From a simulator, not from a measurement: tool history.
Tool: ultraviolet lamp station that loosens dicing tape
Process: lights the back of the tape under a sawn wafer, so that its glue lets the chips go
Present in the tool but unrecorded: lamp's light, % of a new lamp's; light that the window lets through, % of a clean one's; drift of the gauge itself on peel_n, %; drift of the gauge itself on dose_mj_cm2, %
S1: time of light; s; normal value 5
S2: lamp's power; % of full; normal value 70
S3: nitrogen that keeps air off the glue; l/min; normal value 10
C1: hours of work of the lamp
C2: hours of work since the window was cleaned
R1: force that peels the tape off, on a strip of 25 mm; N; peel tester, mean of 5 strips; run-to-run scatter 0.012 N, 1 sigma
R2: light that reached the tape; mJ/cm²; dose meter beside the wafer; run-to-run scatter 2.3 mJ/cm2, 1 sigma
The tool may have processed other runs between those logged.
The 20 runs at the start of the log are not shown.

run   hour  S1  S2  S3   C1   C2     R1   R2
 21  217.8   5  70  10  189   25  0.604  202
 22  229.7   5  70   6  198   34  0.794  198
 23  240.3   9  73   3  206   42  0.414  371
 24  252.2   9  73   3  215   51  0.439  367
 25  265.3   9  73   3  225   61  0.411  373
 26  274.0   5  91  10  232   68  0.407  254
 27  283.3   8  68  14  239   75  0.281  304
 28  293.4   5  65  10  247   83  0.707  181
 29  308.8   6  99  15  259   95  0.243  327
 30  318.8   3  72   4  266  102  1.663  117
 31  325.4   3  94   8  272  107  0.985  155
 32  338.3   3  94   8  281  117  0.955  157

What does the tool deliver on the next run?
 33  345.2   5  70   8  287  123   ?   ?

{"run 33": {"R1": 0.709, "R2": 189}}
Without the tool's hidden state the same run would have given R1 0.574 N, R2 217 mJ/cm².

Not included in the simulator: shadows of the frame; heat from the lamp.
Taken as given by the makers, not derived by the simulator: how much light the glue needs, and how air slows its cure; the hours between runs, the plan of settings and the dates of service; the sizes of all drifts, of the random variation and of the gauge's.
